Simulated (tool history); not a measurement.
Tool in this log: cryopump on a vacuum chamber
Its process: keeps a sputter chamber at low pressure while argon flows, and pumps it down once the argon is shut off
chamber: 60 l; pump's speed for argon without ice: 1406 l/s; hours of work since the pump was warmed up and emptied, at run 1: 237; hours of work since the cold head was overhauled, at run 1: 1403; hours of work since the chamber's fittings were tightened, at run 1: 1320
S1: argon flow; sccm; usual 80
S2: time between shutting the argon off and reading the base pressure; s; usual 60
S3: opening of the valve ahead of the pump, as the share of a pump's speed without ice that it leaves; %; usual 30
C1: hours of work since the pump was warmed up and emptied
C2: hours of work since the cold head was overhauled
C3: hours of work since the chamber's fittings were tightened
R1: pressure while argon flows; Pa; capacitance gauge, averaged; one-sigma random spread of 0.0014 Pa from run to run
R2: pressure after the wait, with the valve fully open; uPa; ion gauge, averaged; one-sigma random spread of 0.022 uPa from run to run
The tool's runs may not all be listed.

run    hour   S1   S2  S3   C1    C2    C3      R1    R2
  1     0.0   80   60  30  237  1403  1320  0.3308  1.73
  2    42.1   80   60  50  268  1434  1352  0.2019  1.72
  3   118.2   80   60  50  325  1490  1408  0.2031  1.78
  4   162.0   80   60  50  357  1523  1441  0.2036  1.85
  5   194.4   80   60  50  382  1547  1465  0.2055  1.88
  6   259.4   80   60  50  430  1595  1513  0.2065  1.93
      267.2  -- leaking fittings of the chamber tightened, without venting
  7   293.1   56   60  30  453  1619    19  0.2366  0.70
  8   325.7   56   60  30  477  1643    43  0.2360  0.72
  9   361.9   56   60  30  504  1670    70  0.2376  0.73
      394.1  -- pump warmed up, emptied and cooled again
 10   442.0   80   60  30   36  1725   126  0.3242  0.72
 11   498.2   80   60  30   77  1767   168  0.3273  0.81
 12   565.2   80   60  36  127  1817   218  0.2744  0.81
 13   606.3   80   60  36  158  1847   248  0.2789  0.87
 14   677.2   80   60  36  210  1900   301  0.2778  0.91
 15   730.2   80   60  36  249  1939   340  0.2780  0.86
 16   797.0   80   60  36  299  1989   390  0.2810  0.99
 17   836.7   80   60  36  329  2019   419  0.2821  0.98
 18   872.9   80   60  49  355  2045   446  0.2125  1.04
 19   906.2   38  120  28  380  2070   471  0.1706  0.86
 20   949.3   38   27  28  412  2102   503  0.1701  1.56
 21  1022.5   38   27  28  466  2156   557  0.1719  1.62
 22  1072.1   38   27  28  503  2193   594  0.1725  1.66
     1107.9  -- pump warmed up, emptied and cooled again
 23  1121.5  119  163  21   10  2226   627  0.6892  0.90
 24  1194.8  119  163  21   64  2281   681  0.6957  0.93
 25  1244.4  119  163  21  101  2317   718  0.6884  0.99
 26  1312.8  119  163  21  152  2368   769  0.6905  1.06
 27  1377.0  110   28  42  200  2416   816  0.3262  1.66
 28  1443.9   61   60  18  249  2465   866  0.4175  1.43
 29  1482.6   43   27  59  278  2494   895  0.0932  1.83
 30  1552.4  107   38  21  330  2546   947  0.6311  1.67
 31  1608.8  107   38  21  372  2588   988  0.6353  1.70
 32  1641.9   80  144  28  396  2612  1013  0.3616  1.27
 33  1682.3   80  144  28  426  2642  1043  0.3623  1.33
 34  1738.1   33  151  20  468  2684  1084  0.2051  1.42
 35  1790.5   33  151  20  507  2723  1123  0.2075  1.43

Here are 3 independent what-if runs from the current tool condition. What would each one return?
     1822.7  -- pump warmed up, emptied and cooled again
  A  1866.8   33   35  20  33  2776  1176   ?   ?
     1822.7  -- pump warmed up, emptied and cooled again
  B  1866.8   40  268  30  33  2776  1176   ?   ?
     1822.7  -- pump warmed up, emptied and cooled again
  C  1866.8  130  151  31  33  2776  1176   ?   ?

run      R1    R2
  A  0.1994  1.82
  B  0.1637  1.26
  C  0.5133  1.28
The same runs, with their run-to-run variation unchanged, on a tool lacking any hidden condition would have given:
run      R1    R2
  A  0.1973  0.88
  B  0.1612  0.31
  C  0.5052  0.33
